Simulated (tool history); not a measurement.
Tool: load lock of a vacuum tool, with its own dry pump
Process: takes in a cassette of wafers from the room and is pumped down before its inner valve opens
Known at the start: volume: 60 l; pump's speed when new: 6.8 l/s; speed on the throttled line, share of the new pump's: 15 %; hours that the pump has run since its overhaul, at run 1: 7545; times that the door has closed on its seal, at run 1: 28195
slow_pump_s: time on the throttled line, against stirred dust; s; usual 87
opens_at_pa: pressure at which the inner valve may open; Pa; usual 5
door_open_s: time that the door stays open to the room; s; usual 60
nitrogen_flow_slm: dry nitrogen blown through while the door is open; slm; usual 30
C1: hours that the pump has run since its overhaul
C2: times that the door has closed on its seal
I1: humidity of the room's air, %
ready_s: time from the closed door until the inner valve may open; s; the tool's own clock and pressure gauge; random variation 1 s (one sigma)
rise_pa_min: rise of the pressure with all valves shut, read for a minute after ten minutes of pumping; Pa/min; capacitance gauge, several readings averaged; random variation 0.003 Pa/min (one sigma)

{"run": 1, "hour": 0.0, "slow_pump_s": 87, "opens_at_pa": 5, "door_open_s": 60, "nitrogen_flow_slm": 30, "C1": 7545, "C2": 28195, "I1": 44.3, "ready_s": 164.2, "rise_pa_min": 0.032}
{"run": 2, "hour": 142.1, "slow_pump_s": 87, "opens_at_pa": 5, "door_open_s": 60, "nitrogen_flow_slm": 30, "C1": 7687, "C2": 28726, "I1": 44.4, "ready_s": 164.5, "rise_pa_min": 0.033}
{"run": 3, "hour": 301.0, "slow_pump_s": 87, "opens_at_pa": 5, "door_open_s": 60, "nitrogen_flow_slm": 30, "C1": 7846, "C2": 29320, "I1": 47.4, "ready_s": 162.7, "rise_pa_min": 0.034}
{"run": 4, "hour": 480.2, "slow_pump_s": 87, "opens_at_pa": 5, "door_open_s": 60, "nitrogen_flow_slm": 30, "C1": 8025, "C2": 29990, "I1": 43.3, "ready_s": 161.8, "rise_pa_min": 0.03}
{"run": 5, "hour": 700.0, "slow_pump_s": 87, "opens_at_pa": 5, "door_open_s": 60, "nitrogen_flow_slm": 30, "C1": 8245, "C2": 30811, "I1": 47.7, "ready_s": 162.6, "rise_pa_min": 0.038}
{"run": 6, "hour": 938.9, "slow_pump_s": 87, "opens_at_pa": 5, "door_open_s": 60, "nitrogen_flow_slm": 30, "C1": 8484, "C2": 31704, "I1": 47, "ready_s": 163.1, "rise_pa_min": 0.035}
{"run": 7, "hour": 1076.7, "slow_pump_s": 87, "opens_at_pa": 5, "door_open_s": 60, "nitrogen_flow_slm": 30, "C1": 8622, "C2": 32219, "I1": 46.5, "ready_s": 162, "rise_pa_min": 0.036}
{"run": 8, "hour": 1253.1, "slow_pump_s": 87, "opens_at_pa": 5, "door_open_s": 60, "nitrogen_flow_slm": 30, "C1": 8798, "C2": 32878, "I1": 45.8, "ready_s": 162.7, "rise_pa_min": 0.029}
{"run": 9, "hour": 1466.0, "slow_pump_s": 87, "opens_at_pa": 5, "door_open_s": 60, "nitrogen_flow_slm": 30, "C1": 9011, "C2": 33674, "I1": 44.7, "ready_s": 161.8, "rise_pa_min": 0.029}
{"hour": 1543.5, "done": "door's seal changed, seat wiped"}
{"run": 10, "hour": 1635.8, "slow_pump_s": 87, "opens_at_pa": 5, "door_open_s": 60, "nitrogen_flow_slm": 30, "C1": 9180, "C2": 345, "I1": 41.1, "ready_s": 161.7, "rise_pa_min": 0.028}
{"run": 11, "hour": 1759.0, "slow_pump_s": 87, "opens_at_pa": 5, "door_open_s": 60, "nitrogen_flow_slm": 30, "C1": 9303, "C2": 805, "I1": 44.4, "ready_s": 162.1, "rise_pa_min": 0.028}
{"run": 12, "hour": 1973.7, "slow_pump_s": 87, "opens_at_pa": 5, "door_open_s": 220, "nitrogen_flow_slm": 30, "C1": 9517, "C2": 1607, "I1": 43.7, "ready_s": 162.6, "rise_pa_min": 0.052}
{"run": 13, "hour": 2193.5, "slow_pump_s": 87, "opens_at_pa": 4, "door_open_s": 220, "nitrogen_flow_slm": 30, "C1": 9737, "C2": 2429, "I1": 44.8, "ready_s": 167.1, "rise_pa_min": 0.054}
{"run": 14, "hour": 2325.1, "slow_pump_s": 87, "opens_at_pa": 10, "door_open_s": 220, "nitrogen_flow_slm": 30, "C1": 9869, "C2": 2921, "I1": 44.3, "ready_s": 156, "rise_pa_min": 0.061}
{"run": 15, "hour": 2487.9, "slow_pump_s": 87, "opens_at_pa": 5, "door_open_s": 60, "nitrogen_flow_slm": 30, "C1": 10032, "C2": 3529, "I1": 44.3, "ready_s": 163.8, "rise_pa_min": 0.034}
{"run": 16, "hour": 2628.0, "slow_pump_s": 80, "opens_at_pa": 5, "door_open_s": 60, "nitrogen_flow_slm": 30, "C1": 10172, "C2": 4053, "I1": 42.9, "ready_s": 156.8, "rise_pa_min": 0.025}
{"run": 17, "hour": 2809.6, "slow_pump_s": 87, "opens_at_pa": 5, "door_open_s": 60, "nitrogen_flow_slm": 7, "C1": 10353, "C2": 4731, "I1": 48.7, "ready_s": 163.6, "rise_pa_min": 0.05}
{"run": 18, "hour": 2914.1, "slow_pump_s": 87, "opens_at_pa": 5, "door_open_s": 60, "nitrogen_flow_slm": 7, "C1": 10458, "C2": 5122, "I1": 45.4, "ready_s": 161.4, "rise_pa_min": 0.051}
{"run": 19, "hour": 3059.8, "slow_pump_s": 87, "opens_at_pa": 5, "door_open_s": 60, "nitrogen_flow_slm": 7, "C1": 10604, "C2": 5666, "I1": 44.2, "ready_s": 161.5, "rise_pa_min": 0.049}
{"hour": 3109.1, "done": "dry pump taken out, an overhauled one fitted"}
{"run": 20, "hour": 3304.2, "slow_pump_s": 94, "opens_at_pa": 9, "door_open_s": 60, "nitrogen_flow_slm": 36, "C1": 195, "C2": 6557, "I1": 43.4, "ready_s": 163.6, "rise_pa_min": 0.029}
{"run": 21, "hour": 3536.1, "slow_pump_s": 94, "opens_at_pa": 9, "door_open_s": 60, "nitrogen_flow_slm": 36, "C1": 427, "C2": 7423, "I1": 43.8, "ready_s": 163, "rise_pa_min": 0.028}
{"run": 22, "hour": 3719.4, "slow_pump_s": 99, "opens_at_pa": 8, "door_open_s": 60, "nitrogen_flow_slm": 30, "C1": 610, "C2": 8108, "I1": 44.3, "ready_s": 168.5, "rise_pa_min": 0.028}
{"run": 23, "hour": 3954.7, "slow_pump_s": 87, "opens_at_pa": 5, "door_open_s": 235, "nitrogen_flow_slm": 30, "C1": 846, "C2": 8988, "I1": 45.3, "ready_s": 162.7, "rise_pa_min": 0.056}
{"run": 24, "hour": 4086.9, "slow_pump_s": 87, "opens_at_pa": 5, "door_open_s": 235, "nitrogen_flow_slm": 30, "C1": 978, "C2": 9482, "I1": 44.5, "ready_s": 163.6, "rise_pa_min": 0.058}
{"run": 25, "hour": 4289.2, "slow_pump_s": 87, "opens_at_pa": 5, "door_open_s": 235, "nitrogen_flow_slm": 30, "C1": 1180, "C2": 10238, "I1": 44.4, "ready_s": 160.7, "rise_pa_min": 0.056}
{"run": 26, "hour": 4426.2, "slow_pump_s": 54, "opens_at_pa": 5, "door_open_s": 97, "nitrogen_flow_slm": 30, "C1": 1317, "C2": 10750, "I1": 43, "ready_s": 134.6, "rise_pa_min": 0.046}
{"run": 27, "hour": 4528.0, "slow_pump_s": 67, "opens_at_pa": 6, "door_open_s": 204, "nitrogen_flow_slm": 5, "C1": 1419, "C2": 11130, "I1": 42.7, "ready_s": 143.7, "rise_pa_min": 0.081}
{"run": 28, "hour": 4666.5, "slow_pump_s": 161, "opens_at_pa": 4, "door_open_s": 37, "nitrogen_flow_slm": 10, "C1": 1557, "C2": 11648, "I1": 43.5, "ready_s": 230.3, "rise_pa_min": 0.036}
{"run": 29, "hour": 4775.7, "slow_pump_s": 77, "opens_at_pa": 4, "door_open_s": 44, "nitrogen_flow_slm": 10, "C1": 1667, "C2": 12056, "I1": 42.4, "ready_s": 155.6, "rise_pa_min": 0.035}
{"run": 30, "hour": 4902.7, "slow_pump_s": 77, "opens_at_pa": 4, "door_open_s": 31, "nitrogen_flow_slm": 10, "C1": 1794, "C2": 12530, "I1": 43.4, "ready_s": 158, "rise_pa_min": 0.036}
{"run": 31, "hour": 5051.2, "slow_pump_s": 87, "opens_at_pa": 7, "door_open_s": 30, "nitrogen_flow_slm": 30, "C1": 1942, "C2": 13085, "I1": 45.6, "ready_s": 158.5, "rise_pa_min": 0.026}
{"run": 32, "hour": 5163.2, "slow_pump_s": 87, "opens_at_pa": 7, "door_open_s": 30, "nitrogen_flow_slm": 30, "C1": 2054, "C2": 13504, "I1": 45.2, "ready_s": 159.1, "rise_pa_min": 0.022}
{"run": 33, "hour": 5328.4, "slow_pump_s": 87, "opens_at_pa": 7, "door_open_s": 216, "nitrogen_flow_slm": 30, "C1": 2219, "C2": 14121, "I1": 43.6, "ready_s": 161.6, "rise_pa_min": 0.054}
{"run": 34, "hour": 5565.1, "slow_pump_s": 87, "opens_at_pa": 7, "door_open_s": 216, "nitrogen_flow_slm": 30, "C1": 2456, "C2": 15006, "I1": 47.3, "ready_s": 159.9, "rise_pa_min": 0.057}
{"run": 35, "hour": 5785.3, "slow_pump_s": 106, "opens_at_pa": 5, "door_open_s": 33, "nitrogen_flow_slm": 9, "C1": 2676, "C2": 15829, "I1": 42.7, "ready_s": 181, "rise_pa_min": 0.035}
{"run": 36, "hour": 5965.5, "slow_pump_s": 106, "opens_at_pa": 5, "door_open_s": 33, "nitrogen_flow_slm": 9, "C1": 2856, "C2": 16502, "I1": 47.4, "ready_s": 179.3, "rise_pa_min": 0.045}
{"run": 37, "hour": 6211.1, "slow_pump_s": 84, "opens_at_pa": 5, "door_open_s": 32, "nitrogen_flow_slm": 9, "C1": 3102, "C2": 17420, "I1": 42.6, "ready_s": 160.2, "rise_pa_min": 0.036}

Hidden state at the last listed run before each entry between runs and at the first one after, where it differs:
Between runs 9 and 10: door's seal changed, seat wiped (hour 1543.5)
  leak at the door's seal, Pa l/s: 0.0041 -> 0.002
Between runs 19 and 20: dry pump taken out, an overhauled one fitted (hour 3109.1)
  pump's speed, % of a new pump's: 99.8 -> 100
